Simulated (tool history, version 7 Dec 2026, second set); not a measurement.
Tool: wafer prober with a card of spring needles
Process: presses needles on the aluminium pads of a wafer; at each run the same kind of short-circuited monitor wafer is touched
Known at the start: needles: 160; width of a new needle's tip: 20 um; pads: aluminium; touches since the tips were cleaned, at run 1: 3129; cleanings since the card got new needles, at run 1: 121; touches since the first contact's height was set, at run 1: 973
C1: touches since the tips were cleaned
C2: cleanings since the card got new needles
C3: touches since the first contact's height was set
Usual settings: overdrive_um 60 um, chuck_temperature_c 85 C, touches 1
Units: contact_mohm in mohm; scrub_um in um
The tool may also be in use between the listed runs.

Run 1, day 0.000: usual settings; C1 3129; C2 121; C3 973. Result: contact_mohm 231 mohm, scrub_um 10.08 um.
At day 0.217: tips cleaned on abrasive film.
At day 0.700: tips cleaned on abrasive film.
At day 1.283: tips cleaned on abrasive film.
Run 2, day 1.367: usual settings; C1 773; C2 124; C3 13562. Result: contact_mohm 198 mohm, scrub_um 10.06 um.
At day 1.833: tips cleaned on abrasive film.
At day 2.379: tips cleaned on abrasive film.
At day 2.917: tips cleaned on abrasive film.
Run 3, day 3.021: usual settings but overdrive_um 70 um; C1 966; C2 127; C3 28872. Result: contact_mohm 187 mohm, scrub_um 11.71 um.
At day 3.467: tips cleaned on abrasive film.
At day 4.012: tips cleaned on abrasive film.
Run 4, day 4.379: usual settings but overdrive_um 70 um, chuck_temperature_c 99 C; C1 3415; C2 129; C3 41425. Result: contact_mohm 218 mohm, scrub_um 11.68 um.
At day 4.542: tips cleaned on abrasive film.
At day 5.062: tips cleaned on abrasive film.
Run 5, day 5.171: usual settings; C1 1006; C2 131; C3 48734. Result: contact_mohm 202 mohm, scrub_um 10.04 um.
At day 5.617: tips cleaned on abrasive film.
At day 6.133: tips cleaned on abrasive film.
At day 6.621: tips cleaned on abrasive film.
Run 6, day 6.796: usual settings; C1 1599; C2 134; C3 63729. Result: contact_mohm 211 mohm, scrub_um 9.92 um.
At day 7.129: tips cleaned on abrasive film.
At day 7.650: tips cleaned on abrasive film.
At day 8.150: tips cleaned on abrasive film.
Run 7, day 8.150: usual settings; C1 0; C2 137; C3 76246. Result: contact_mohm 179 mohm, scrub_um 9.87 um.
At day 8.696: tips cleaned on abrasive film.
At day 9.171: tips cleaned on abrasive film.
Run 8, day 9.512: usual settings; C1 3175; C2 139; C3 88837. Result: contact_mohm 246 mohm, scrub_um 9.96 um.
At day 9.725: tips cleaned on abrasive film.
At day 10.258: tips cleaned on abrasive film.
Run 9, day 10.692: usual settings but chuck_temperature_c 61 C; C1 4019; C2 141; C3 99732. Result: contact_mohm 248 mohm, scrub_um 9.59 um.
At day 10.808: tips cleaned on abrasive film.
At day 11.346: tips cleaned on abrasive film.
At day 11.896: tips cleaned on abrasive film.
Run 10, day 12.217: usual settings but chuck_temperature_c 61 C; C1 3003; C2 144; C3 113834. Result: contact_mohm 234 mohm, scrub_um 9.86 um.
At day 12.454: tips cleaned on abrasive film.
At day 13.008: tips cleaned on abrasive film.
Run 11, day 13.412: usual settings but chuck_temperature_c 61 C; C1 3770; C2 146; C3 124898. Result: contact_mohm 250 mohm, scrub_um 9.80 um.
At day 13.496: tips cleaned on abrasive film.
At day 13.988: tips cleaned on abrasive film.
At day 14.512: tips cleaned on abrasive film.
Run 12, day 14.529: usual settings; C1 173; C2 149; C3 135183. Result: contact_mohm 184 mohm, scrub_um 9.72 um.
At day 15.000: tips cleaned on abrasive film.
At day 15.488: tips cleaned on abrasive film.
Run 13, day 15.488: usual settings but chuck_temperature_c 53 C; C1 0; C2 151; C3 144014. Result: contact_mohm 172 mohm, scrub_um 9.79 um.
At day 15.992: tips cleaned on abrasive film.
Run 14, day 16.442: usual settings; C1 4197; C2 152; C3 152861. Result: contact_mohm 264 mohm, scrub_um 9.60 um.
At day 16.562: tips cleaned on abrasive film.
At day 16.988: height of the first contact set anew.
At day 17.075: tips cleaned on abrasive film.
At day 17.604: tips cleaned on abrasive film.
Run 15, day 17.692: usual settings; C1 794; C2 155; C3 6478. Result: contact_mohm 198 mohm, scrub_um 10.11 um.
At day 18.154: tips cleaned on abrasive film.
At day 18.675: tips cleaned on abrasive film.
Run 16, day 19.017: usual settings but overdrive_um 50 um, chuck_temperature_c 45 C, touches 2; C1 3206; C2 157; C3 18762. Result: contact_mohm 231 mohm, scrub_um 8.38 um.
At day 19.212: tips cleaned on abrasive film.
At day 19.679: tips cleaned on abrasive film.
Run 17, day 19.788: usual settings but overdrive_um 41 um, chuck_temperature_c 70 C, touches 2; C1 1002; C2 159; C3 25850. Result: contact_mohm 235 mohm, scrub_um 6.81 um.
At day 20.192: tips cleaned on abrasive film.
At day 20.671: tips cleaned on abrasive film.
Run 18, day 20.946: usual settings but chuck_temperature_c 38 C; C1 2544; C2 161; C3 36557. Result: contact_mohm 232 mohm, scrub_um 9.93 um.
At day 21.154: tips cleaned on abrasive film.
At day 21.738: tips cleaned on abrasive film.
Run 19, day 21.958: usual settings but chuck_temperature_c 93 C, touches 3; C1 2058; C2 163; C3 45917. Result: contact_mohm 196 mohm, scrub_um 10.00 um.
At day 22.271: tips cleaned on abrasive film.
Run 20, day 22.683: usual settings but overdrive_um 71 um, chuck_temperature_c 49 C, touches 2; C1 3831; C2 164; C3 52627. Result: contact_mohm 193 mohm, scrub_um 11.63 um.
At day 22.804: tips cleaned on abrasive film.
At day 23.325: tips cleaned on abrasive film.
At day 23.825: card fitted with new needles.
At day 24.371: tips cleaned on abrasive film.
Run 21, day 24.396: usual settings but overdrive_um 55 um, chuck_temperature_c 44 C, touches 3; C1 241; C2 1; C3 5281. Result: contact_mohm 164 mohm, scrub_um 9.24 um.
At day 24.908: tips cleaned on abrasive film.
Run 22, day 25.354: usual settings but overdrive_um 41 um, chuck_temperature_c 45 C; C1 4180; C2 2; C3 14188. Result: contact_mohm 292 mohm, scrub_um 6.91 um.
At day 25.475: tips cleaned on abrasive film.
At day 25.946: tips cleaned on abrasive film.
At day 26.450: tips cleaned on abrasive film.
Run 23, day 26.738: usual settings but overdrive_um 74 um, touches 2; C1 2682; C2 5; C3 26949. Result: contact_mohm 178 mohm, scrub_um 12.27 um.
At day 27.008: tips cleaned on abrasive film.
At day 27.538: tips cleaned on abrasive film.
Run 24, day 27.629: usual settings but overdrive_um 74 um, touches 2; C1 872; C2 7; C3 35160. Result: contact_mohm 168 mohm, scrub_um 12.41 um.
At day 28.025: tips cleaned on abrasive film.
At day 28.533: tips cleaned on abrasive film.
At day 29.033: tips cleaned on abrasive film.
Run 25, day 29.217: usual settings but overdrive_um 74 um, touches 2; C1 1690; C2 10; C3 49814. Result: contact_mohm 168 mohm, scrub_um 12.22 um.
At day 29.550: tips cleaned on abrasive film.
Run 26, day 29.988: usual settings but overdrive_um 51 um, touches 2; C1 4095; C2 11; C3 56970. Result: contact_mohm 219 mohm, scrub_um 8.43 um.
At day 30.108: tips cleaned on abrasive film.
At day 30.608: tips cleaned on abrasive film.
Run 27, day 30.992: usual settings but overdrive_um 72 um, chuck_temperature_c 50 C; C1 3563; C2 13; C3 66249. Result: contact_mohm 193 mohm, scrub_um 12.01 um.
At day 31.112: tips cleaned on abrasive film.
At day 31.600: tips cleaned on abrasive film.
At day 32.092: tips cleaned on abrasive film.
Run 28, day 32.092: usual settings but overdrive_um 72 um, chuck_temperature_c 58 C; C1 0; C2 16; C3 76380. Result: contact_mohm 161 mohm, scrub_um 11.89 um.
At day 32.646: tips cleaned on abrasive film.
At day 33.162: tips cleaned on abrasive film.
Run 29, day 33.379: usual settings but touches 2; C1 2029; C2 18; C3 88284. Result: contact_mohm 188 mohm, scrub_um 9.86 um.

5 ways to go on from here, each from the tool as it stands after run 29. What would each give?
At day 33.667: tips cleaned on abrasive film.
At day 34.133: tips cleaned on abrasive film.
Run A, day 34.212: usual settings but overdrive_um 51 um, chuck_temperature_c 88 C; C1 729; C2 20; C3 95964. Result: contact_mohm ?, scrub_um ?.
At day 33.667: tips cleaned on abrasive film.
At day 34.133: tips cleaned on abrasive film.
Run B, day 34.212: usual settings but overdrive_um 76 um; C1 729; C2 20; C3 95964. Result: contact_mohm ?, scrub_um ?.
At day 33.667: tips cleaned on abrasive film.
At day 34.133: tips cleaned on abrasive film.
Run C, day 34.212: usual settings but overdrive_um 51 um, touches 2; C1 729; C2 20; C3 95964. Result: contact_mohm ?, scrub_um ?.
At day 33.667: tips cleaned on abrasive film.
At day 34.133: tips cleaned on abrasive film.
Run D, day 34.212: usual settings but overdrive_um 46 um, chuck_temperature_c 30 C; C1 729; C2 20; C3 95964. Result: contact_mohm ?, scrub_um ?.
At day 33.667: tips cleaned on abrasive film.
At day 34.133: tips cleaned on abrasive film.
Run E, day 34.212: usual settings but chuck_temperature_c 74 C; C1 729; C2 20; C3 95964. Result: contact_mohm ?, scrub_um ?.

run  contact_mohm  scrub_um
  A           207      8.30
  B           173     12.65
  C           188      8.27
  D           203      7.46
  E           187      9.65
Without the tool's hidden state the same runs would have given:
run  contact_mohm  scrub_um
  A           174      8.57
  B           157     12.92
  C           167      8.53
  D           159      7.72
  E           162      9.91

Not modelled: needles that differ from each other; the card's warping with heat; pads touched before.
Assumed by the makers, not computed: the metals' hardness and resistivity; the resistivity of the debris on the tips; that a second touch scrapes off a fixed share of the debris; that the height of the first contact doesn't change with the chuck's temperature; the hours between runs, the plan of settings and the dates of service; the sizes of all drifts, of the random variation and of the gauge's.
